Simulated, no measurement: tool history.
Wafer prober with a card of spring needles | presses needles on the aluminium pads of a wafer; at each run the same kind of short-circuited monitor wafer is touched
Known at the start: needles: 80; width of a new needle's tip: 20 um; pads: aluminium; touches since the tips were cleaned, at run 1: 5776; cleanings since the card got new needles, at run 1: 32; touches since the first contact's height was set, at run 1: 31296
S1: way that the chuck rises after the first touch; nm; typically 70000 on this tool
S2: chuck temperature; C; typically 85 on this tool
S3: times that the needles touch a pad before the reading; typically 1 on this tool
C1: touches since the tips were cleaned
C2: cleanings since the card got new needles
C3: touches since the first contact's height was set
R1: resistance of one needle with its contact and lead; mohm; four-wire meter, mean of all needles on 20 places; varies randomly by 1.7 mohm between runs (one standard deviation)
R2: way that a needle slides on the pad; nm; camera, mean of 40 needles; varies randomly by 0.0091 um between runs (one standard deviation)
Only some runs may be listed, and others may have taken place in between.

| run | hour | S1 | S2 | S3 | C1 | C2 | C3 | R1 | R2 |
|---|---|---|---|---|---|---|---|---|---|
| 1 | 0.0 | 70000 | 85 | 1 | 5776 | 32 | 31296 | 174 | 9082 |
|  | 3.2 | tips cleaned on abrasive film |
|  | 15.8 | tips cleaned on abrasive film |
| 2 | 26.7 | 70000 | 85 | 1 | 5561 | 34 | 44833 | 175 | 9085 |
|  | 29.9 | tips cleaned on abrasive film |
|  | 42.5 | tips cleaned on abrasive film |
|  | 55.1 | tips cleaned on abrasive film |
|  | 66.9 | height of the first contact set anew |
|  | 70.1 | tips cleaned on abrasive film |
| 3 | 77.1 | 82000 | 85 | 1 | 3582 | 38 | 5177 | 169 | 10653 |
|  | 83.4 | tips cleaned on abrasive film |
|  | 96.0 | tips cleaned on abrasive film |
|  | 111.3 | tips cleaned on abrasive film |
| 4 | 118.7 | 70000 | 85 | 1 | 3746 | 41 | 26273 | 172 | 9091 |
|  | 125.0 | tips cleaned on abrasive film |
|  | 140.4 | tips cleaned on abrasive film |
|  | 153.0 | tips cleaned on abrasive film |
|  | 168.6 | tips cleaned on abrasive film |
| 5 | 169.9 | 70000 | 85 | 2 | 662 | 45 | 52236 | 173 | 9098 |
|  | 182.2 | tips cleaned on abrasive film |
|  | 194.8 | height of the first contact set anew |
|  | 198.1 | tips cleaned on abrasive film |
| 6 | 200.4 | 70000 | 85 | 2 | 1210 | 47 | 2805 | 172 | 9100 |
|  | 213.0 | tips cleaned on abrasive film |
|  | 228.7 | tips cleaned on abrasive film |
|  | 241.2 | tips cleaned on abrasive film |
|  | 256.3 | tips cleaned on abrasive film |
| 7 | 258.8 | 70000 | 85 | 2 | 1318 | 51 | 32453 | 171 | 9086 |
|  | 270.9 | tips cleaned on abrasive film |
|  | 285.8 | tips cleaned on abrasive film |
| 8 | 294.3 | 70000 | 85 | 2 | 4367 | 53 | 50477 | 174 | 9102 |
|  | 300.6 | tips cleaned on abrasive film |
|  | 316.2 | tips cleaned on abrasive film |
|  | 325.4 | height of the first contact set anew |
|  | 331.4 | tips cleaned on abrasive film |
|  | 347.1 | tips cleaned on abrasive film |
| 9 | 358.1 | 70000 | 93 | 1 | 5623 | 57 | 16633 | 171 | 9094 |
|  | 361.3 | tips cleaned on abrasive film |
|  | 373.9 | tips cleaned on abrasive film |
|  | 389.0 | tips cleaned on abrasive film |
|  | 404.5 | tips cleaned on abrasive film |
| 10 | 413.9 | 70000 | 93 | 1 | 4838 | 61 | 44961 | 173 | 9109 |
|  | 417.2 | tips cleaned on abrasive film |
|  | 432.9 | tips cleaned on abrasive film |
|  | 448.3 | tips cleaned on abrasive film |
| 11 | 448.3 | 70000 | 93 | 1 | 0 | 64 | 62346 | 172 | 9110 |
|  | 454.8 | height of the first contact set anew |
|  | 461.1 | tips cleaned on abrasive film |
|  | 476.8 | tips cleaned on abrasive film |
|  | 492.2 | tips cleaned on abrasive film |
|  | 504.8 | tips cleaned on abrasive film |
| 12 | 511.1 | 70000 | 93 | 1 | 3211 | 68 | 28572 | 174 | 9106 |
|  | 517.4 | tips cleaned on abrasive film |
|  | 532.9 | tips cleaned on abrasive film |
|  | 548.6 | tips cleaned on abrasive film |
|  | 564.3 | tips cleaned on abrasive film |
| 13 | 568.8 | 70000 | 93 | 1 | 2281 | 72 | 57850 | 173 | 9097 |
|  | 578.0 | tips cleaned on abrasive film |
|  | 584.6 | height of the first contact set anew |
|  | 590.9 | tips cleaned on abrasive film |
|  | 606.6 | tips cleaned on abrasive film |
|  | 619.2 | tips cleaned on abrasive film |
| 14 | 625.6 | 70000 | 85 | 1 | 3249 | 76 | 20794 | 172 | 9117 |
|  | 631.9 | tips cleaned on abrasive film |
|  | 644.5 | tips cleaned on abrasive film |
|  | 657.1 | tips cleaned on abrasive film |
| 15 | 659.2 | 70000 | 47 | 2 | 1077 | 79 | 37813 | 164 | 9117 |

Run 16, settings as shown, results not yet in. Your forecast:
|  | 671.5 | tips cleaned on abrasive film |
|  | 686.6 | tips cleaned on abrasive film |
|  | 702.2 | tips cleaned on abrasive film |
| 16 | 710.4 | 88000 | 85 | 1 | 4194 | 82 | 63864 | ? | ? |

R1: 166 mohm
R2: 11446 nm
If the tool had no hidden condition, the same run with the same run-to-run variation would have returned R1 166 mohm, R2 11410 nm.
